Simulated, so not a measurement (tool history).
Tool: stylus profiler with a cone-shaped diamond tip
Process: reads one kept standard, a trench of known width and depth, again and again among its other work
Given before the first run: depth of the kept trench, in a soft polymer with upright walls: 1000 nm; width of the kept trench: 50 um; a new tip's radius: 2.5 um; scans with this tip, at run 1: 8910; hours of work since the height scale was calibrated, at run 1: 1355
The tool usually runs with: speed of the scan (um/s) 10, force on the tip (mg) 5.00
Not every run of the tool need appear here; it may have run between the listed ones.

run	hour	speed of the scan (um/s)	force on the tip (mg)	scans with this tip	hours of work since the height scale was calibrated	depth of the trench (Å)	width of the trench's floor (nm)
1	0.0	10	5.00	8910	1355	10340.4	44660
2	60.5	10	5.00	9128	1388	10342.8	44640
3	184.2	21	5.00	9574	1455	10344.0	44600
# hour 208.2: height scale calibrated on a step standard
4	276.9	10	8.07	9906	38	10381.1	44510
5	401.3	10	8.07	10354	106	10384.4	44540
6	526.7	10	8.07	10806	174	10389.2	44430
7	650.7	10	8.07	11253	242	10391.6	44370
8	790.0	10	8.07	11755	319	10395.8	44310
9	926.6	3	5.00	12247	393	10295.0	44220
10	1017.2	10	1.84	12573	443	10166.9	44220
11	1097.7	10	1.84	12863	487	10171.3	44110
12	1203.1	10	6.62	13243	545	10358.6	44110
13	1334.5	10	6.62	13716	617	10363.8	44070
14	1439.8	10	7.01	14096	674	10382.3	44010
15	1556.0	10	7.01	14514	738	10382.9	44010
16	1622.8	10	5.00	14755	775	10317.7	43960
17	1749.2	10	5.00	15210	844	10323.1	43870
18	1845.0	10	5.00	15555	896	10325.2	43840
19	1981.1	10	5.00	16045	971	10329.3	43850
20	2100.7	10	5.00	16476	1036	10332.1	43680
21	2233.7	35	5.00	16955	1109	10335.5	43630
22	2352.5	20	5.00	17383	1174	10340.9	43640
23	2439.1	38	1.86	17695	1222	10208.9	43590
24	2564.4	8	4.27	18147	1290	10322.5	43590
25	2680.5	8	5.67	18565	1354	10373.8	43580
26	2775.0	8	5.67	18906	1406	10376.9	43520
# hour 2882.3: height scale calibrated on a step standard
27	2886.9	10	3.55	19307	3	10219.4	43430
28	3002.9	10	5.13	19725	66	10282.5	43430
29	3107.5	10	4.10	20101	123	10247.1	43330
30	3227.8	26	7.25	20535	189	10361.1	43330
31	3295.4	36	6.23	20778	226	10326.1	43270
32	3385.0	36	6.23	21101	275	10332.6	43190
33	3480.0	36	6.23	21443	327	10333.3	43240
34	3612.8	36	9.15	21922	400	10432.5	43180
35	3755.9	10	8.23	22437	478	10411.1	43050
36	3819.4	2	8.28	22666	513	10411.5	43100
37	3945.1	3	4.00	23119	582	10266.6	43040
38	4081.5	6	2.32	23610	657	10198.7	42970
39	4151.3	6	2.32	23862	695	10202.3	42990

Expected results for the next run?
40	4249.1	6	2.32	24214	748	?	?

{"run 40": {"depth of the trench (Å)": 10200.9, "width of the trench's floor (nm)": 42930}}
On a tool with no hidden condition, and with the same random variation, this run would have come out at depth of the trench (Å) 10160.9, width of the trench's floor (nm) 45980.
